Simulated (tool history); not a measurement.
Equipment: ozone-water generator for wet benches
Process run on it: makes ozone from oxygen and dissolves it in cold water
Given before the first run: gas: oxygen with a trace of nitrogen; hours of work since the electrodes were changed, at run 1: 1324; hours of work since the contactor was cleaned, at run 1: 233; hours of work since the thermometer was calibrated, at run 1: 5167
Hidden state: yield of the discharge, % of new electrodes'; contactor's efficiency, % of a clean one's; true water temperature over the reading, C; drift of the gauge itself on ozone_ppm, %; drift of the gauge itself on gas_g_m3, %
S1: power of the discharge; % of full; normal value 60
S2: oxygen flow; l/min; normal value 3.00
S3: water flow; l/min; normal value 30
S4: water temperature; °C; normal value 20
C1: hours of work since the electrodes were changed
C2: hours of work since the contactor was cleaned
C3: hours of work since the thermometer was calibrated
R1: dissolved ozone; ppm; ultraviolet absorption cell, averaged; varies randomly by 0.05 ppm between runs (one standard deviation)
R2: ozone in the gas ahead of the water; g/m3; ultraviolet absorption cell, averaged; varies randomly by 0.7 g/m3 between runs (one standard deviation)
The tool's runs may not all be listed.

run	hour	S1	S2	S3	S4	C1	C2	C3	R1	R2
1	0.0	60	3.00	30	20	1324	233	5167	7.40	130.3
# hour 74.4: water thermometer calibrated
2	74.4	60	3.00	30	20	1390	298	0	7.43	130.3
3	172.6	60	3.00	30	20	1477	385	87	7.47	129.7
4	244.6	60	3.00	30	20	1540	449	151	7.38	130.0
5	321.9	60	3.00	30	20	1609	517	219	7.41	130.6
6	409.1	60	3.00	30	20	1686	594	296	7.36	130.3
7	553.9	60	3.00	30	20	1814	723	425	7.42	129.9
8	706.4	60	3.00	30	20	1949	858	560	7.41	128.9
9	817.4	60	3.00	30	20	2048	956	658	7.50	127.9
10	967.3	60	4.97	30	20	2180	1089	791	8.65	104.4
11	1104.4	60	4.97	30	20	2302	1210	912	8.72	105.7
12	1257.5	60	3.00	30	20	2437	1346	1048	7.42	127.5
13	1326.0	60	3.00	30	20	2498	1406	1108	7.41	127.3
14	1423.4	60	3.00	30	20	2584	1493	1194	7.47	126.1
15	1585.6	60	3.00	30	20	2728	1636	1338	7.46	127.3
16	1660.3	60	4.61	30	20	2794	1702	1404	8.49	107.5
# hour 1730.2: gauge calibrated
17	1819.4	60	4.61	22	20	2935	1843	1545	11.34	110.4
18	1949.9	85	4.61	38	20	3050	1959	1661	9.30	152.2
19	2029.7	85	2.67	38	16	3121	2029	1731	7.79	188.1
20	2167.4	85	2.67	38	18	3243	2151	1853	7.71	188.2
21	2247.6	60	3.00	25	15	3314	2222	1924	9.41	129.7
22	2400.2	45	4.76	30	20	3449	2357	2059	6.48	82.1
23	2500.4	60	3.00	20	13	3538	2446	2148	11.72	129.5
24	2619.4	68	3.00	36	13	3643	2552	2253	7.07	144.3
25	2718.2	68	3.00	36	13	3731	2639	2341	7.26	143.8
26	2857.0	60	3.00	38	19	3854	2762	2464	5.76	128.3
27	2964.9	60	3.00	38	19	3949	2857	2559	5.71	128.0
28	3118.6	76	5.08	37	12	4085	2994	2695	9.57	129.5
29	3196.4	75	3.72	27	20	4154	3062	2764	10.94	144.0
30	3295.0	75	3.72	27	20	4241	3150	2852	10.86	143.4
31	3459.1	75	3.72	27	20	4387	3295	2997	10.93	143.5
# hour 3471.2: contactor cleaned
32	3579.5	57	1.53	27	20	4490	96	3100	6.00	156.0
33	3729.6	57	1.53	27	20	4623	229	3233	6.00	156.7

Forecast each of these 3 alternatives for the next run:
A	3835.6	60	3.00	30	17	4717	323	3327	?	?
B	3835.6	67	1.53	27	24	4717	323	3327	?	?
C	3835.6	57	5.00	45	20	4717	323	3327	?	?

run	R1	R2
A	7.58	125.1
B	6.90	181.7
C	5.40	97.7
The same runs, with their run-to-run variation unchanged, on a tool lacking any hidden condition would have given:
run	R1	R2
A	7.58	129.9
B	6.90	188.6
C	5.41	101.4

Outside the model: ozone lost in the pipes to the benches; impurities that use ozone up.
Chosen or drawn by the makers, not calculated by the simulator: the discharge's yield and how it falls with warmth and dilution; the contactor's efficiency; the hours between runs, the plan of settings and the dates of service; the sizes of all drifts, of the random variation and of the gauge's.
